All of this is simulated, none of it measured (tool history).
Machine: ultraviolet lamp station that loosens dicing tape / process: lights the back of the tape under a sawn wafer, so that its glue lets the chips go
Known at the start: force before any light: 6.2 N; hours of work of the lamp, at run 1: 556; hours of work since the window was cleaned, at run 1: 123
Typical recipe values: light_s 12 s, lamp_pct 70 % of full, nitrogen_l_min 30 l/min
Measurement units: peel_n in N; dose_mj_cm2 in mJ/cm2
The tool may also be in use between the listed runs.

| run | hour | light_s | lamp_pct | nitrogen_l_min | hours of work of the lamp | hours of work since the window was cleaned | peel_n | dose_mj_cm2 |
|---|---|---|---|---|---|---|---|---|
| 1 | 0.0 | 12 | 70 | 30 | 556 | 123 | 1.400 | 276 |
| 2 | 44.3 | 12 | 70 | 30 | 578 | 145 | 1.506 | 269 |
| 3 | 89.9 | 12 | 81 | 30 | 600 | 167 | 1.203 | 303 |
| 4 | 125.9 | 10 | 81 | 30 | 618 | 185 | 1.684 | 249 |
| 5 | 157.2 | 10 | 81 | 30 | 633 | 200 | 1.715 | 242 |
| 6 | 193.3 | 12 | 70 | 30 | 650 | 218 | 1.659 | 246 |
| 7 | 239.4 | 12 | 70 | 30 | 673 | 240 | 1.793 | 239 |
| 8 | 275.2 | 14 | 70 | 30 | 690 | 258 | 1.491 | 272 |
| 9 | 333.8 | 14 | 70 | 30 | 719 | 286 | 1.547 | 266 |
| 10 | 360.1 | 14 | 70 | 30 | 732 | 299 | 1.578 | 261 |
| 11 | 386.0 | 10 | 70 | 30 | 744 | 311 | 2.384 | 182 |
| 12 | 427.6 | 12 | 70 | 30 | 765 | 332 | 1.972 | 215 |
|  | 432.9 | window cleaned of glue's vapour |
|  | 453.0 | lamp changed |
| 13 | 481.3 | 12 | 70 | 30 | 14 | 23 | 0.966 | 365 |
| 14 | 531.3 | 12 | 70 | 30 | 38 | 47 | 0.976 | 355 |
| 15 | 562.4 | 12 | 70 | 30 | 53 | 63 | 0.980 | 348 |
| 16 | 596.8 | 20 | 73 | 30 | 70 | 79 | 0.324 | 596 |
| 17 | 647.8 | 20 | 73 | 30 | 95 | 104 | 0.332 | 574 |
| 18 | 700.5 | 11 | 73 | 30 | 121 | 130 | 1.188 | 313 |
| 19 | 742.7 | 23 | 70 | 30 | 141 | 150 | 0.285 | 618 |
|  | 803.6 | window cleaned of glue's vapour, once more |
| 20 | 803.6 | 7 | 72 | 12 | 171 | 0 | 2.636 | 236 |
| 21 | 866.5 | 7 | 72 | 12 | 201 | 31 | 2.520 | 227 |
| 22 | 929.3 | 7 | 72 | 12 | 232 | 61 | 2.713 | 222 |
| 23 | 969.9 | 11 | 86 | 12 | 252 | 81 | 1.339 | 409 |
| 24 | 1011.9 | 11 | 86 | 12 | 272 | 102 | 1.361 | 402 |
| 25 | 1046.7 | 16 | 82 | 27 | 289 | 118 | 0.433 | 550 |
| 26 | 1075.8 | 10 | 100 | 27 | 303 | 133 | 0.761 | 409 |
| 27 | 1116.8 | 10 | 100 | 27 | 323 | 153 | 0.811 | 402 |
| 28 | 1178.3 | 23 | 67 | 21 | 353 | 183 | 0.426 | 603 |
| 29 | 1235.1 | 12 | 91 | 17 | 381 | 210 | 1.090 | 415 |

Selected run-to-run steps in peel_n, each split into two signed amounts: the part the tool would show with no hidden state at all (from settings, incoming material and random variation), and the remainder, which goes to the hidden state together with any gauge scatter not common to the measured and the hidden-state-free results:
Hidden state at play: lamp's light, % of a new lamp's; light that the window lets through, % of a clean one's; drift of the gauge itself on peel_n, %; drift of the gauge itself on dose_mj_cm2, %.
Run 10 -> 11: light_s 14 -> 10. peel_n +0.806 N: hidden state +0.330, all else +0.476.
Run 12 -> 13: window cleaned of glue's vapour, lamp changed. peel_n -1.006 N: hidden state -1.028, all else +0.022.
Run 19 -> 20: light_s 23 -> 7, lamp_pct 70 -> 72, nitrogen_l_min 30 -> 12, window cleaned of glue's vapour, once more. peel_n +2.351 N: hidden state +0.108, all else +2.243.
Run 22 -> 23: light_s 7 -> 11, lamp_pct 72 -> 86. peel_n -1.374 N: hidden state -0.033, all else -1.341.

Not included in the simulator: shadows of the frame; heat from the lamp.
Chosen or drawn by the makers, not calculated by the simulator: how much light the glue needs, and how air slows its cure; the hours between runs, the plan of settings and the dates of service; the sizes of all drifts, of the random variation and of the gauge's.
